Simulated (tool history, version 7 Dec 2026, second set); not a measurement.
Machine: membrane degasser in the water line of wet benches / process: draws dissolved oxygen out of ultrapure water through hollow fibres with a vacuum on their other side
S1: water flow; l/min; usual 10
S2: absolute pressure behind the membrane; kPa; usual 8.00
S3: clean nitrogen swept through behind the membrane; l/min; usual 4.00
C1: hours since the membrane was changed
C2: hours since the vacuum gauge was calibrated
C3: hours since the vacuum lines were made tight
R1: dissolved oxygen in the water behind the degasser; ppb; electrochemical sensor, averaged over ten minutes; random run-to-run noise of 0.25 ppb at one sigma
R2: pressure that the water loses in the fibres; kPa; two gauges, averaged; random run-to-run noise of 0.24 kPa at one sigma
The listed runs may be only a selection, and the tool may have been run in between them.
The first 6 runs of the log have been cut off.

run 7 hour=795.6 | S1=10 S2=8.00 S3=2.75 | C1=3540 C2=2974 C3=1873 | R1=47.1 R2=65.35
run 8 hour=876.0 | S1=10 S2=8.00 S3=2.26 | C1=3620 C2=3055 C3=1954 | R1=57.1 R2=65.20
run 9 hour=988.4 | S1=10 S2=8.00 S3=2.26 | C1=3733 C2=3167 C3=2066 | R1=57.1 R2=65.18
run 10 hour=1099.6 | S1=10 S2=8.00 S3=2.26 | C1=3844 C2=3278 C3=2177 | R1=56.7 R2=65.87
run 11 hour=1254.7 | S1=10 S2=8.00 S3=2.26 | C1=3999 C2=3433 C3=2332 | R1=57.4 R2=65.71
run 12 hour=1340.3 | S1=10 S2=8.00 S3=2.26 | C1=4085 C2=3519 C3=2418 | R1=57.9 R2=65.51
run 13 hour=1462.9 | S1=10 S2=8.00 S3=4.00 | C1=4207 C2=3641 C3=2541 | R1=34.7 R2=65.54
run 14 hour=1587.8 | S1=10 S2=8.00 S3=4.00 | C1=4332 C2=3766 C3=2666 | R1=34.1 R2=65.78
run 15 hour=1766.9 | S1=10 S2=8.00 S3=4.00 | C1=4511 C2=3945 C3=2845 | R1=34.2 R2=65.62
-- hour=1784.0 vacuum gauge calibrated
run 16 hour=1931.4 | S1=10 S2=8.00 S3=4.00 | C1=4675 C2=147 C3=3009 | R1=34.8 R2=65.57
run 17 hour=2055.4 | S1=7 S2=9.53 S3=6.72 | C1=4799 C2=271 C3=3133 | R1=19.1 R2=46.24
run 18 hour=2174.5 | S1=10 S2=4.84 S3=1.76 | C1=4918 C2=391 C3=3252 | R1=29.5 R2=65.78
run 19 hour=2264.5 | S1=12 S2=10.54 S3=1.76 | C1=5008 C2=481 C3=3342 | R1=130.4 R2=79.21
run 20 hour=2409.0 | S1=12 S2=10.54 S3=1.76 | C1=5153 C2=625 C3=3486 | R1=130.9 R2=79.54
run 21 hour=2499.7 | S1=12 S2=10.54 S3=1.76 | C1=5243 C2=716 C3=3577 | R1=129.2 R2=79.23
-- hour=2597.8 vacuum gauge calibrated, once more
run 22 hour=2607.6 | S1=12 S2=10.54 S3=1.76 | C1=5351 C2=10 C3=3684 | R1=125.2 R2=78.82
run 23 hour=2757.9 | S1=12 S2=10.54 S3=1.76 | C1=5501 C2=160 C3=3835 | R1=128.1 R2=79.48
run 24 hour=2876.2 | S1=13 S2=10.54 S3=1.64 | C1=5619 C2=278 C3=3953 | R1=145.2 R2=86.46
run 25 hour=2950.3 | S1=9 S2=10.54 S3=2.65 | C1=5693 C2=353 C3=4027 | R1=66.1 R2=59.81
run 26 hour=3029.9 | S1=9 S2=9.93 S3=2.71 | C1=5773 C2=432 C3=4107 | R1=60.6 R2=59.77
run 27 hour=3206.3 | S1=9 S2=9.93 S3=2.71 | C1=5950 C2=609 C3=4283 | R1=59.3 R2=60.08
run 28 hour=3315.0 | S1=11 S2=6.98 S3=6.64 | C1=6058 C2=717 C3=4392 | R1=20.1 R2=73.11
run 29 hour=3489.1 | S1=15 S2=7.53 S3=7.02 | C1=6232 C2=891 C3=4566 | R1=32.4 R2=99.79
run 30 hour=3579.9 | S1=10 S2=8.00 S3=2.16 | C1=6323 C2=982 C3=4657 | R1=59.4 R2=66.68
run 31 hour=3750.2 | S1=12 S2=16.67 S3=1.90 | C1=6493 C2=1152 C3=4827 | R1=214.2 R2=79.75

Consider 5 possible next runs. They are alternatives, not a sequence: every one starts from the tool as it was left by run 31. What does each give?
-- hour=3779.9 seals of the vacuum lines changed
run A hour=3867.3 | S1=12 S2=16.67 S3=1.96 | C1=6609 C2=1268 C3=87 | R1=? R2=?
-- hour=3779.9 seals of the vacuum lines changed
run B hour=3867.3 | S1=8 S2=8.00 S3=4.00 | C1=6609 C2=1268 C3=87 | R1=? R2=?
-- hour=3779.9 seals of the vacuum lines changed
run C hour=3867.3 | S1=12 S2=12.50 S3=5.78 | C1=6609 C2=1268 C3=87 | R1=? R2=?
-- hour=3779.9 seals of the vacuum lines changed
run D hour=3867.3 | S1=13 S2=8.61 S3=4.96 | C1=6609 C2=1268 C3=87 | R1=? R2=?
-- hour=3779.9 seals of the vacuum lines changed
run E hour=3867.3 | S1=6 S2=17.11 S3=1.90 | C1=6609 C2=1268 C3=87 | R1=? R2=?

run=A R1=199.7 R2=80.40
run=B R1=25.9 R2=53.64
run=C R1=52.7 R2=80.36
run=D R1=40.9 R2=86.65
run=E R1=106.9 R2=40.03
With the hidden condition removed and each run's random variation left untouched, the same runs would have given:
run=A R1=198.0 R2=76.25
run=B R1=25.2 R2=50.87
run=C R1=51.0 R2=76.19
run=D R1=38.8 R2=82.15
run=E R1=106.7 R2=37.95
